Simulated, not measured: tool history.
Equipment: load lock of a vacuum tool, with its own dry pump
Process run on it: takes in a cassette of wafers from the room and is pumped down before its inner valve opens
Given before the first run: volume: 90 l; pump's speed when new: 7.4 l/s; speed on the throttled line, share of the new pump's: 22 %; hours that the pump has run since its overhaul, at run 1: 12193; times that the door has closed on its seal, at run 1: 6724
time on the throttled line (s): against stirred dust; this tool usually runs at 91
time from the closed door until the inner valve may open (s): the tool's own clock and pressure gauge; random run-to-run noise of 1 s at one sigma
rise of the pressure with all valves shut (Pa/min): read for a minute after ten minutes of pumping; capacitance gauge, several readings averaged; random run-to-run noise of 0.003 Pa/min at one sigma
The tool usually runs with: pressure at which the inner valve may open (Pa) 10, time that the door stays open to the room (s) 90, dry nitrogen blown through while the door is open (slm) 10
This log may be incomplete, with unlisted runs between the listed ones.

run,day,time on the throttled line (s),pressure at which the inner valve may open (Pa),time that the door stays open to the room (s),dry nitrogen blown through while the door is open (slm),hours that the pump has run since its overhaul,times that the door has closed on its seal,"incoming humidity of the room's air, %",time from the closed door until the inner valve may open (s),rise of the pressure with all valves shut (Pa/min)
1,0,91,10,90,10,12193,6724,42.6,193.9,0.032
2,11.712,91,10,90,10,12474,7195,45.4,194.2,0.026
3,28.038,91,10,90,10,12866,7851,46,195.4,0.03
4,39.312,91,10,90,10,13136,8304,41.7,197.3,0.035
5,51.862,91,10,90,10,13437,8809,40.5,194.8,0.028
6,64.046,91,10,149,10,13730,9298,44.9,194.6,0.038
7,76.854,91,8,149,10,14037,9813,45.7,199.3,0.036
8,93.825,91,8,149,10,14445,10495,45,199.6,0.04
9,105.35,91,8,149,10,14721,10958,45.9,198,0.036
10,119.354,91,8,149,10,15057,11521,45.9,201.3,0.045
11,126.988,91,13,149,13,15240,11828,46.1,194.3,0.04
12,139.879,91,13,149,13,15550,12346,44.7,193.6,0.037
13,153.308,91,10,61,10,15872,12886,46.7,197,0.036
14,170.067,83,9,132,10,16274,13559,44.8,195.4,0.039
15,179.817,83,8,132,10,16508,13951,43.3,198,0.046
16,193.496,83,8,132,10,16837,14501,47.3,195.7,0.044
17,204.9,83,8,132,10,17110,14959,42.2,197.8,0.05
18,219.542,111,10,90,10,17462,15548,42.8,214.8,0.042
19,234.521,111,10,90,10,17821,16150,45.6,213,0.041

Alternative continuations, all from the tool just after run 19; predict every row:
A,245.658,91,10,31,10,18089,16597,49.4,?,?
B,245.658,79,10,90,10,18089,16597,44.6,?,?
C,245.658,52,10,53,30,18089,16597,43.3,?,?

run,time from the closed door until the inner valve may open (s),rise of the pressure with all valves shut (Pa/min)
A,199.7,0.045
B,193.9,0.049
C,171.2,0.035
Had the tool no hidden state, the same runs would have come out as:
run,time from the closed door until the inner valve may open (s),rise of the pressure with all valves shut (Pa/min)
A,183.2,0.019
B,176.6,0.023
C,152.8,0.008
